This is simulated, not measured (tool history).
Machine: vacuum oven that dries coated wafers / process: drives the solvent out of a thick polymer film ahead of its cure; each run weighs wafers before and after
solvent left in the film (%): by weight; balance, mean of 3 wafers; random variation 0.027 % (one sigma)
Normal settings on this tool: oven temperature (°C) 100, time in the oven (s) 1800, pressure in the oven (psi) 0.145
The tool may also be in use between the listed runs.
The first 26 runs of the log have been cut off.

run   hour  oven temperature (°C)  time in the oven (s)  pressure in the oven (psi)  hours of work since the thermocouples were calibrated  hours of work since the vacuum gauge was cleaned of residue  solvent left in the film (%)
 27  293.6                    100                  1080                       0.241                                                     16                                                          190                          3.12
 28  303.1                    100                  1080                       0.241                                                     21                                                          195                          3.05
 29  317.0                    100                  2880                       0.145                                                     29                                                          203                          0.54
 30  328.6                    100                  2880                       0.145                                                     36                                                          209                          0.53
     334.8  -- oven's thermocouples calibrated, once more
 31  344.7                     85                  2880                       0.145                                                      6                                                          217                          1.95
 32  356.8                    112                   900                       0.544                                                     12                                                          224                          1.78
 33  364.7                    115                  2340                       0.123                                                     17                                                          229                          0.23
 34  374.5                    113                  2340                       0.123                                                     22                                                          234                          0.24
 35  383.1                     98                  1140                       0.123                                                     27                                                          239                          2.61
 36  392.2                     99                  1140                       0.112                                                     32                                                          244                          2.40
 37  404.7                     99                  1140                       0.112                                                     39                                                          251                          2.34
 38  419.5                     99                  1140                       0.434                                                     47                                                          259                          3.04
 39  432.2                     93                  1140                       0.434                                                     54                                                          266                          4.40
 40  442.2                     93                  1140                       0.434                                                     60                                                          272                          4.42
 41  455.6                    114                  2400                       0.145                                                     67                                                          279                          0.22
 42  465.1                     87                  1140                       0.145                                                     73                                                          285                          5.19
 43  474.0                    100                  3120                       0.081                                                     78                                                          290                          0.33
 44  483.7                    100                  1200                       0.080                                                     83                                                          295                          1.94
 45  491.9                    100                  1200                       0.080                                                     88                                                          300                          1.95
 46  501.4                    100                  1200                       0.080                                                     93                                                          305                          1.96

Here are 4 independent what-if runs from the current tool condition. What would each one return?
  A  509.1                    100                  1020                       0.199                                                     97                                                          309                             ?
  B  509.1                    100                  2880                       0.080                                                     97                                                          309                             ?
  C  509.1                    100                  1740                       0.080                                                     97                                                          309                             ?
  D  509.1                    100                  2520                       0.145                                                     97                                                          309                             ?

run  solvent left in the film (%)
  A                          2.85
  B                          0.27
  C                          0.99
  D                          0.58
With no hidden state in the tool, these same runs would have given:
run  solvent left in the film (%)
  A                          2.82
  B                          0.25
  C                          0.96
  D                          0.55
